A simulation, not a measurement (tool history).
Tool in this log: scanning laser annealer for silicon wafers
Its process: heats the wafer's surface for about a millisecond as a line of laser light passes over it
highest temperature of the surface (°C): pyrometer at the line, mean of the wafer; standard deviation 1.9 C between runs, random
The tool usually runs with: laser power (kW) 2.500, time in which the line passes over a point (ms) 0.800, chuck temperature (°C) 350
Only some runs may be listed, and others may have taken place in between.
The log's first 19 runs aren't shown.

run	hour	laser power (kW)	time in which the line passes over a point (ms)	chuck temperature (°C)	highest temperature of the surface (°C)
20	144.0	2.500	0.800	335	1098
21	149.4	2.654	0.800	344	1166
22	158.8	2.654	0.800	344	1166
23	163.1	2.654	0.800	344	1170
24	169.5	2.654	0.800	344	1169
25	174.7	2.214	0.654	344	931
26	181.3	2.252	0.910	331	1032
27	189.6	2.252	0.910	331	1034
28	195.7	2.500	0.967	359	1191
29	202.1	2.500	0.967	359	1190
30	208.4	2.150	0.800	316	937
31	216.7	2.150	0.800	378	998
32	223.7	2.150	0.800	378	999
33	231.3	2.433	0.889	328	1096

Each row is a separate what-if for the run after 33, all from the same tool condition, not one after another. Results?
A	239.2	2.500	0.715	347	?
B	239.2	2.159	0.760	328	?
C	239.2	2.353	0.709	367	?
D	239.2	2.433	0.739	374	?

run	highest temperature of the surface (°C)
A	1063
B	932
C	1026
D	1078
Had the tool no hidden state, the same runs would have come out as:
run	highest temperature of the surface (°C)
A	1070
B	938
C	1033
D	1085

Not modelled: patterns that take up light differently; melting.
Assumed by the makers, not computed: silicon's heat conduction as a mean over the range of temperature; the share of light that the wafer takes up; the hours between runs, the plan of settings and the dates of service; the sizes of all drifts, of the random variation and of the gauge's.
